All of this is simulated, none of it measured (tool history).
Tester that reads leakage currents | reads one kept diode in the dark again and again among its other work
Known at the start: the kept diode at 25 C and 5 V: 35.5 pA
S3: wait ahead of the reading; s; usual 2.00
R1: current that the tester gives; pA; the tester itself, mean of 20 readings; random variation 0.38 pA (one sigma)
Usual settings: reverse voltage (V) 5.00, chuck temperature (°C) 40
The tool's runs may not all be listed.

run 1 hour=0.0 | reverse_voltage_(V)=5.00 chuck_temperature_(°C)=40 S3=2.00 | R1=133.51
run 2 hour=68.7 | reverse_voltage_(V)=5.00 chuck_temperature_(°C)=40 S3=2.00 | R1=134.27
run 3 hour=179.6 | reverse_voltage_(V)=5.00 chuck_temperature_(°C)=40 S3=2.94 | R1=133.96
run 4 hour=246.2 | reverse_voltage_(V)=5.00 chuck_temperature_(°C)=40 S3=5.91 | R1=134.67
run 5 hour=328.1 | reverse_voltage_(V)=5.00 chuck_temperature_(°C)=40 S3=5.91 | R1=135.53
run 6 hour=445.2 | reverse_voltage_(V)=5.00 chuck_temperature_(°C)=40 S3=5.91 | R1=135.40
run 7 hour=572.2 | reverse_voltage_(V)=5.00 chuck_temperature_(°C)=40 S3=5.91 | R1=137.95

The next listed run, before its measurement:
-- hour=585.0 probe card cleaned and baked
run 8 hour=682.8 | reverse_voltage_(V)=3.23 chuck_temperature_(°C)=28 S3=5.91 | R1=?

Run 8 gave R1 49.88 pA.
Without the tool's hidden state the same run would have given R1 38.84 pA.

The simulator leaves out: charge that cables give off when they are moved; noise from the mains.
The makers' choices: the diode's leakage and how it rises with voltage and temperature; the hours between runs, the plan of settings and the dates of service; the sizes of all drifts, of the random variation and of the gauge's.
